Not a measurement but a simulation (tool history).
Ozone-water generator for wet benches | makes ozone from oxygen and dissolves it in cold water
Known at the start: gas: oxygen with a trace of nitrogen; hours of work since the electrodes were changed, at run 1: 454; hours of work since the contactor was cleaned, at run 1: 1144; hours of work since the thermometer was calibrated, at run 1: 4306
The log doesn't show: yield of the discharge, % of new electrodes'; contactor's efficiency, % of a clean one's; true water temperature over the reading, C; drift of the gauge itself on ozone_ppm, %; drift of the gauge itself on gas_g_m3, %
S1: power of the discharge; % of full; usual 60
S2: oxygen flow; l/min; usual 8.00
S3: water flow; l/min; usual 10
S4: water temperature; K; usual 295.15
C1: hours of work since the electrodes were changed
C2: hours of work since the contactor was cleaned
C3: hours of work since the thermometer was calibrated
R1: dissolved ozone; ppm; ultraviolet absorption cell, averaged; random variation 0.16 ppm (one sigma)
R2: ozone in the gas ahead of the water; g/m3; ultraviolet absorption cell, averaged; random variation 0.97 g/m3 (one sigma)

run,hour,S1,S2,S3,S4,C1,C2,C3,R1,R2
1,0.0,60,8.00,10,295.15,454,1144,4306,20.0,163.4
2,136.5,60,8.00,10,295.15,583,1274,4436,20.0,162.2
3,294.5,60,8.00,10,295.15,733,1424,4586,20.1,162.6
4,411.5,67,8.00,10,295.15,844,1535,4697,21.2,174.9
# hour 521.8: water thermometer calibrated
5,529.6,67,8.00,10,295.15,956,1646,7,21.2,174.3
6,677.9,60,8.00,10,295.15,1097,1787,148,19.8,162.0
7,811.2,60,8.00,6,295.15,1223,1913,275,24.2,160.9
8,884.3,60,8.00,6,295.15,1292,1983,344,24.2,161.8
# hour 1014.4: water thermometer calibrated, once more
9,1018.8,60,8.00,6,303.15,1419,2110,4,19.8,162.0
10,1106.7,60,8.00,6,303.15,1503,2193,88,19.5,160.7
11,1233.7,60,8.00,6,303.15,1623,2314,208,19.6,158.2
12,1314.1,60,8.00,10,295.15,1700,2390,284,19.7,160.3
13,1424.4,60,8.00,10,295.15,1804,2495,389,19.6,159.8
14,1565.9,57,8.00,10,295.15,1939,2629,523,19.1,154.5
15,1697.5,60,8.00,10,295.15,2063,2754,648,19.2,157.5
16,1820.0,60,7.94,10,295.15,2180,2870,764,19.6,158.7
17,1994.8,60,7.94,10,295.15,2346,3036,930,19.2,158.9
18,2104.3,60,9.84,10,295.15,2449,3140,1034,18.4,142.5
19,2248.0,60,8.00,10,290.15,2586,3276,1170,21.9,156.9
20,2401.9,60,8.00,10,299.15,2732,3422,1317,17.2,155.2
21,2548.5,60,8.00,10,299.15,2871,3561,1456,17.1,156.3
22,2636.3,46,8.00,10,295.15,2954,3645,1539,16.3,132.6
23,2775.7,46,8.00,10,295.15,3086,3777,1671,16.2,133.8
24,2915.3,62,10.52,15,291.15,3219,3909,1804,16.5,140.8
25,3016.0,62,10.52,15,291.15,3315,4005,1899,16.7,140.0
26,3134.6,86,8.00,7,289.15,3427,4118,2012,31.4,191.8
27,3259.3,86,8.00,7,289.15,3545,4236,2130,31.5,191.5
28,3419.7,60,8.00,10,295.15,3698,4388,2282,18.7,155.1
29,3528.0,60,6.25,13,290.15,3800,4491,2385,18.5,170.0
30,3604.9,60,6.25,13,290.15,3873,4564,2458,18.6,171.4
31,3761.0,85,6.25,9,290.15,4021,4712,2606,28.0,208.6
32,3900.2,62,6.25,11,290.15,4153,4844,2738,20.6,171.4

Forecast each of these 4 alternatives for the next run:
A,3982.6,66,8.71,10,295.15,4232,4922,2816,?,?
B,3982.6,60,8.00,9,300.15,4232,4922,2816,?,?
C,3982.6,62,6.25,10,288.15,4232,4922,2816,?,?
D,3982.6,60,8.00,10,300.15,4232,4922,2816,?,?

run,R1,R2
A,19.2,156.0
B,17.5,153.0
C,22.8,172.4
D,16.4,151.6
Without the tool's hidden state the same runs would have given:
run,R1,R2
A,21.5,170.8
B,19.4,166.5
C,25.5,188.0
D,18.3,165.1
